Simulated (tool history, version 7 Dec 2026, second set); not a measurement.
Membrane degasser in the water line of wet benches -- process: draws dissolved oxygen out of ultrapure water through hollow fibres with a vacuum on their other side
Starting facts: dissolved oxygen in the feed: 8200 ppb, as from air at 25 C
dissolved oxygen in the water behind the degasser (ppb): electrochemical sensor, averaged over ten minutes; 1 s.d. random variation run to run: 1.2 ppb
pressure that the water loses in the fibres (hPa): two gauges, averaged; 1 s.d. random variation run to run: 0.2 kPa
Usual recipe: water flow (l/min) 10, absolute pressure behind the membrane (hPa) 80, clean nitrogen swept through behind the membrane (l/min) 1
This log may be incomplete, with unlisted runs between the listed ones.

| run | hour | water flow (l/min) | absolute pressure behind the membrane (hPa) | clean nitrogen swept through behind the membrane (l/min) | dissolved oxygen in the water behind the degasser (ppb) | pressure that the water loses in the fibres (hPa) |
|---|---|---|---|---|---|---|
| 1 | 0 | 10 | 80 | 1 | 118.3 | 446.2 |
| 2 | 102.7 | 10 | 80 | 1 | 114.7 | 444.6 |
| 3 | 206.4 | 10 | 80 | 1 | 117.7 | 443.8 |
| 4 | 252.4 | 10 | 80 | 1 | 117 | 444.6 |
| 5 | 357.5 | 10 | 80 | 1 | 117.5 | 443.6 |
| 6 | 433.3 | 10 | 80 | 1 | 117.8 | 444.7 |
| 7 | 521.9 | 10 | 80 | 1 | 118.8 | 448.7 |
| 8 | 572.7 | 9 | 80 | 0.84 | 125.3 | 400.5 |
| 9 | 679 | 9 | 80 | 0.84 | 123.9 | 398.8 |
| 10 | 764 | 10 | 143.5 | 0.41 | 564.8 | 444.3 |

Run 11 is up next; what results do you expect?
| 11 | 866.7 | 10 | 61.2 | 0.6 | ? | ? |

dissolved oxygen in the water behind the degasser (ppb): 115.4
pressure that the water loses in the fibres (hPa): 446.6
Without the tool's hidden state the same run would have given dissolved oxygen in the water behind the degasser (ppb) 111.2, pressure that the water loses in the fibres (hPa) 437.1.
